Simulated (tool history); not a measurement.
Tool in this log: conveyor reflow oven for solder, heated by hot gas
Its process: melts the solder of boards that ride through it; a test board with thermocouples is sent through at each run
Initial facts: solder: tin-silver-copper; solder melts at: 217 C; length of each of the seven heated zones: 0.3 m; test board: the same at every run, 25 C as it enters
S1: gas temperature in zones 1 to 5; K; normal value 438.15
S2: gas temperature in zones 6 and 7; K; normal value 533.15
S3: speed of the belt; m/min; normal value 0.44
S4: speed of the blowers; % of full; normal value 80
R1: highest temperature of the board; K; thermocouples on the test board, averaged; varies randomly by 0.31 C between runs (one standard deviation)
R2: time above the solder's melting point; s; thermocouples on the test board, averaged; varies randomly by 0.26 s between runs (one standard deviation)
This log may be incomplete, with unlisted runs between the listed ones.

run   hour      S1      S2     S3  S4      R1    R2
  1      0  438.15  533.15   0.44  80  520.55  56.4
  2   33.8  438.15  524.15   0.44  80  512.45  48.8
  3   49.6  438.15  533.15   0.44  71  518.35  53.7
  4     74  438.15  533.15   0.44  80  519.95  56.5
  5   95.1  438.15  533.15   0.44  80  520.15  56.2
  6  124.8  438.15  533.15   0.44  75  518.85  54.6
     135.9  -- flux residue cleaned out of gas plates and filters
  7  161.9  438.15  533.15  0.353  80  524.05    77
  8  191.9  438.15  533.15  0.359  80  523.35    75
     213.3  -- flux residue cleaned out of gas plates and filters, once more
  9  227.2  438.15  526.15  0.507  80  510.95  39.7
 10  244.4  445.15  528.15  0.365  67  518.25  70.7

For run 11, what comes out?
 11  261.6  445.15  528.15  0.365  67   ?   ?

For run 11 the tool returned R1 517.75 K, R2 70.5 s.
Without the tool's hidden state the same run would have given R1 519.95 K, R2 71.8 s.
